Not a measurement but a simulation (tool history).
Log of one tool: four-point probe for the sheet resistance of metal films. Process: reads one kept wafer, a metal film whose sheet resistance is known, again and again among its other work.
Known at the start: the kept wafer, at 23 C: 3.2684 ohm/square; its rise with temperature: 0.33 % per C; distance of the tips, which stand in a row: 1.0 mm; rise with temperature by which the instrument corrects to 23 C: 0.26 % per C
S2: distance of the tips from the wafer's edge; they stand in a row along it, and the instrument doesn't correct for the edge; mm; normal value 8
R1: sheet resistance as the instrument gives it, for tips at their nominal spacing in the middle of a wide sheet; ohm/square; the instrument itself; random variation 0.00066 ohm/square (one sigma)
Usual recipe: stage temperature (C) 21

run 1 day=0 | stage_temperature_(C)=21 S2=8 | R1=3.294684
run 2 day=1.112 | stage_temperature_(C)=21 S2=16 | R1=3.275179
run 3 day=2.338 | stage_temperature_(C)=21 S2=21 | R1=3.274535
run 4 day=2.933 | stage_temperature_(C)=21 S2=21 | R1=3.272909
run 5 day=4.025 | stage_temperature_(C)=21 S2=21 | R1=3.273613
run 6 day=4.954 | stage_temperature_(C)=21 S2=21 | R1=3.273449
run 7 day=6.175 | stage_temperature_(C)=21 S2=4 | R1=3.375611
run 8 day=7.079 | stage_temperature_(C)=21 S2=70 | R1=3.270328
run 9 day=7.675 | stage_temperature_(C)=20 S2=8 | R1=3.294542
run 10 day=8.842 | stage_temperature_(C)=20 S2=8 | R1=3.29399
run 11 day=9.925 | stage_temperature_(C)=20 S2=8 | R1=3.294543
run 12 day=10.867 | stage_temperature_(C)=21 S2=8 | R1=3.298317
run 13 day=11.55 | stage_temperature_(C)=23 S2=8 | R1=3.302481
run 14 day=12.308 | stage_temperature_(C)=23 S2=42 | R1=3.27589
run 15 day=13.154 | stage_temperature_(C)=23 S2=42 | R1=3.276746
run 16 day=14.262 | stage_temperature_(C)=23 S2=42 | R1=3.276331
run 17 day=15.012 | stage_temperature_(C)=23 S2=42 | R1=3.276489
run 18 day=15.621 | stage_temperature_(C)=21 S2=8 | R1=3.298344
run 19 day=16.604 | stage_temperature_(C)=21 S2=8 | R1=3.298022
run 20 day=17.142 | stage_temperature_(C)=27 S2=5 | R1=3.354411
run 21 day=18.162 | stage_temperature_(C)=34 S2=7 | R1=3.338261
-- day=18.262 stage's thermometer calibrated
run 22 day=19.2 | stage_temperature_(C)=34 S2=7 | R1=3.337626
run 23 day=20.171 | stage_temperature_(C)=26 S2=10 | R1=3.302199
run 24 day=20.862 | stage_temperature_(C)=32 S2=18 | R1=3.305924
run 25 day=21.638 | stage_temperature_(C)=20 S2=19 | R1=3.27578
-- day=22.867 stage's thermometer calibrated, once more
run 26 day=22.867 | stage_temperature_(C)=20 S2=19 | R1=3.273434
run 27 day=24.008 | stage_temperature_(C)=21 S2=25 | R1=3.273802
run 28 day=24.854 | stage_temperature_(C)=21 S2=37 | R1=3.273478
run 29 day=25.875 | stage_temperature_(C)=23 S2=48 | R1=3.275472
run 30 day=26.929 | stage_temperature_(C)=21 S2=7 | R1=3.307332
run 31 day=27.921 | stage_temperature_(C)=25 S2=67 | R1=3.282904
run 32 day=28.712 | stage_temperature_(C)=25 S2=67 | R1=3.281341
run 33 day=29.838 | stage_temperature_(C)=25 S2=67 | R1=3.280916
run 34 day=30.396 | stage_temperature_(C)=24 S2=12 | R1=3.290897
run 35 day=31.125 | stage_temperature_(C)=24 S2=4 | R1=3.386651
run 36 day=32.054 | stage_temperature_(C)=24 S2=50 | R1=3.279486
run 37 day=32.904 | stage_temperature_(C)=23 S2=50 | R1=3.279547
run 38 day=33.412 | stage_temperature_(C)=23 S2=50 | R1=3.279257

Some steps in R1 between neighbouring runs. How much of each would the tool show without its hidden state too (settings, what came in, random variation), and how much is left for the hidden state, with any gauge scatter that isn't in both results?
The tool's hidden condition here consists of: inner tips' distance over the nominal, %; tips' flats over new ones', %; wafer's true temperature over the reading, C; drift of the gauge itself on sheet_ohm, %.
Run 6 -> 7: S2 21 -> 4. R1 +0.102162 ohm/square: hidden state +0.000399, all else +0.101763.
Run 7 -> 8: S2 4 -> 70. R1 -0.105283 ohm/square: hidden state +0.000021, all else -0.105304.
Run 21 -> 22: stage's thermometer calibrated. R1 -0.000635 ohm/square: hidden state +0.001135, all else -0.00177.
Run 25 -> 26: stage's thermometer calibrated, once more. R1 -0.002346 ohm/square: hidden state -0.001929, all else -0.000417.
Run 35 -> 36: S2 4 -> 50. R1 -0.107165 ohm/square: hidden state -0.00009, all else -0.107075.

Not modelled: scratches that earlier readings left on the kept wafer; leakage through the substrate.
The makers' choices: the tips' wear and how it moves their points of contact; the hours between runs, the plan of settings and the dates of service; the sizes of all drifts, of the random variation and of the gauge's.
